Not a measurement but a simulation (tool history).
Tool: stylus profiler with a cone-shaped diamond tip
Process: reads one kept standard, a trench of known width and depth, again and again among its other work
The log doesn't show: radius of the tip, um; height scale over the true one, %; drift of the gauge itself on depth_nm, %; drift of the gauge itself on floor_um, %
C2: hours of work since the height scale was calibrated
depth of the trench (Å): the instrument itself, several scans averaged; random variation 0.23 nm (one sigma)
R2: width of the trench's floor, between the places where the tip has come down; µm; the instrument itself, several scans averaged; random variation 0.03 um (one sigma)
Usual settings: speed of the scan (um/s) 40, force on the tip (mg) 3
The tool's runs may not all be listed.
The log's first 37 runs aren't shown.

{"run": 38, "hour": 2050.4, "speed of the scan (um/s)": 47, "force on the tip (mg)": 1.27, "scans with this tip": 10003, "C2": 803, "depth of the trench (Å)": 10058.1, "R2": 43.41}
{"run": 39, "hour": 2102.3, "speed of the scan (um/s)": 47, "force on the tip (mg)": 1.27, "scans with this tip": 10333, "C2": 829, "depth of the trench (Å)": 10059, "R2": 43.35}
{"run": 40, "hour": 2175.1, "speed of the scan (um/s)": 47, "force on the tip (mg)": 1.27, "scans with this tip": 10797, "C2": 866, "depth of the trench (Å)": 10059.8, "R2": 43.27}
{"run": 41, "hour": 2237.8, "speed of the scan (um/s)": 66, "force on the tip (mg)": 3, "scans with this tip": 11197, "C2": 899, "depth of the trench (Å)": 10133, "R2": 43.22}
{"run": 42, "hour": 2301.2, "speed of the scan (um/s)": 66, "force on the tip (mg)": 3, "scans with this tip": 11601, "C2": 931, "depth of the trench (Å)": 10127.7, "R2": 43.19}
{"run": 43, "hour": 2367.3, "speed of the scan (um/s)": 66, "force on the tip (mg)": 3, "scans with this tip": 12022, "C2": 965, "depth of the trench (Å)": 10130.1, "R2": 43.12}
{"run": 44, "hour": 2401.8, "speed of the scan (um/s)": 148, "force on the tip (mg)": 2.64, "scans with this tip": 12242, "C2": 982, "depth of the trench (Å)": 10114.3, "R2": 42.57}
{"run": 45, "hour": 2439.0, "speed of the scan (um/s)": 26, "force on the tip (mg)": 1.52, "scans with this tip": 12478, "C2": 1001, "depth of the trench (Å)": 10065.6, "R2": 43.22}
{"run": 46, "hour": 2492.2, "speed of the scan (um/s)": 40, "force on the tip (mg)": 4.83, "scans with this tip": 12818, "C2": 1029, "depth of the trench (Å)": 10191, "R2": 43.16}
{"run": 47, "hour": 2536.8, "speed of the scan (um/s)": 40, "force on the tip (mg)": 4.83, "scans with this tip": 13102, "C2": 1051, "depth of the trench (Å)": 10193.2, "R2": 43.13}

Forecast each of these 3 alternatives for the next run:
{"run": "A", "hour": 2596.8, "speed of the scan (um/s)": 55, "force on the tip (mg)": 6.29, "scans with this tip": 13484, "C2": 1082, "depth of the trench (Å)": "?", "R2": "?"}
{"run": "B", "hour": 2596.8, "speed of the scan (um/s)": 47, "force on the tip (mg)": 4.83, "scans with this tip": 13484, "C2": 1082, "depth of the trench (Å)": "?", "R2": "?"}
{"run": "C", "hour": 2596.8, "speed of the scan (um/s)": 26, "force on the tip (mg)": 4.83, "scans with this tip": 13484, "C2": 1082, "depth of the trench (Å)": "?", "R2": "?"}

run=A depth_of_the_trench_(Å)=10237.8 R2=43.06
run=B depth_of_the_trench_(Å)=10189.4 R2=43.04
run=C depth_of_the_trench_(Å)=10190 R2=43.17
Without the tool's hidden state the same runs would have given:
run=A depth_of_the_trench_(Å)=10287.9 R2=45.81
run=B depth_of_the_trench_(Å)=10239.3 R2=45.79
run=C depth_of_the_trench_(Å)=10239.9 R2=45.92

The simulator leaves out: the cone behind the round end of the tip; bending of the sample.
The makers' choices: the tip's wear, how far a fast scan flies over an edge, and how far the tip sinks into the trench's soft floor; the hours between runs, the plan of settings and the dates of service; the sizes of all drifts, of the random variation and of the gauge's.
